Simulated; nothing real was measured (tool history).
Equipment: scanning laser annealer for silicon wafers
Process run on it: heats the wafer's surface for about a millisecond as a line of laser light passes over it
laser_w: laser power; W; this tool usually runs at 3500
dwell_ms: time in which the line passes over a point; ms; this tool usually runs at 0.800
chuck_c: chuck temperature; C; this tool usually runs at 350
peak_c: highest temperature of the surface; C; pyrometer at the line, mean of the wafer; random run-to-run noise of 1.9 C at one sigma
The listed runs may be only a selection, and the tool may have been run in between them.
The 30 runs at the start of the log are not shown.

| run | hour | laser_w | dwell_ms | chuck_c | peak_c |
|---|---|---|---|---|---|
| 31 | 364.7 | 3351 | 0.800 | 365 | 1077 |
| 32 | 376.2 | 3495 | 0.692 | 356 | 1062 |
| 33 | 391.1 | 3495 | 0.692 | 356 | 1062 |
| 34 | 407.7 | 3500 | 0.719 | 342 | 1062 |
| 35 | 424.6 | 3500 | 0.929 | 350 | 1152 |
| 36 | 437.0 | 3500 | 0.929 | 350 | 1150 |
| 37 | 444.8 | 3500 | 0.929 | 350 | 1155 |
| 38 | 458.2 | 3500 | 0.929 | 350 | 1153 |
| 39 | 476.4 | 3448 | 0.800 | 363 | 1104 |
| 40 | 494.5 | 3448 | 0.800 | 363 | 1103 |
| 41 | 504.3 | 3212 | 0.800 | 368 | 1042 |
| 42 | 512.4 | 3212 | 0.800 | 368 | 1046 |

3 ways to go on from here, each from the tool as it stands after run 42. What would each give?
| A | 527.5 | 3537 | 0.583 | 388 | ? |
| B | 527.5 | 3048 | 0.906 | 368 | ? |
| C | 527.5 | 3212 | 0.684 | 341 | ? |

| run | peak_c |
|---|---|
| A | 1056 |
| B | 1033 |
| C | 974 |
Had the tool no hidden state, the same runs would have come out as:
| run | peak_c |
|---|---|
| A | 1057 |
| B | 1033 |
| C | 974 |
